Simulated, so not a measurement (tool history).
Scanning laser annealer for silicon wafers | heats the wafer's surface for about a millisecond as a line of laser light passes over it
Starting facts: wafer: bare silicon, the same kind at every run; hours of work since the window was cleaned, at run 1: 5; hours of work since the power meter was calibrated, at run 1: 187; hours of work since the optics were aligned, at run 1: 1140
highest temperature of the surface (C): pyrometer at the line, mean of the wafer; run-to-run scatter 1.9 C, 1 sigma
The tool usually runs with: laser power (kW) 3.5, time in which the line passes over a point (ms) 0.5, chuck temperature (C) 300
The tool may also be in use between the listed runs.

run,hour,laser power (kW),time in which the line passes over a point (ms),chuck temperature (C),hours of work since the window was cleaned,hours of work since the power meter was calibrated,hours of work since the optics were aligned,highest temperature of the surface (C)
1,0,3.5,0.5,300,5,187,1140,1125
2,6.3,3.5,0.5,300,10,192,1145,1127
3,18.8,3.5,0.5,300,19,201,1154,1127
4,32.2,3.5,0.5,300,30,212,1165,1127
5,40.7,3.5,0.5,300,36,218,1171,1126
6,54.2,3.5,0.5,300,46,228,1181,1127
7,62,3.5,0.5,300,52,234,1187,1126
8,71.5,3.5,0.5,300,60,242,1195,1126
9,84.6,3.5,0.5,300,70,252,1205,1124
10,92.2,3.175,0.5,300,75,257,1210,1038
11,99.5,3.058,0.426,324,81,263,1216,972
12,112.6,3.5,0.493,273,91,273,1226,1090
13,124.1,3.472,0.478,338,100,282,1235,1137
14,133.3,3.472,0.478,338,107,289,1242,1134
15,141.2,3.5,0.574,300,113,295,1248,1183
16,153.3,3.5,0.574,300,122,304,1257,1185
17,160.7,3.5,0.574,300,128,310,1263,1183
18,173,3.598,0.5,284,137,319,1272,1130
19,184.4,3.436,0.409,300,146,328,1281,1022
20,192.8,3.736,0.565,278,152,334,1287,1225

Predict each of these 5 candidate next runs independently; none follows another, all start after run 20:
A,202.5,3.026,0.464,278,160,341,1294,?
B,202.5,3.77,0.62,300,160,341,1294,?
C,202.5,3.75,0.565,327,160,341,1294,?
D,202.5,3.487,0.513,278,160,341,1294,?
E,202.5,3.438,0.485,300,160,341,1294,?

run,highest temperature of the surface (C)
A,943
B,1300
C,1273
D,1105
E,1093
Without the tool's unlogged condition, the same runs would have read:
run,highest temperature of the surface (C)
A,962
B,1328
C,1300
D,1129
E,1116
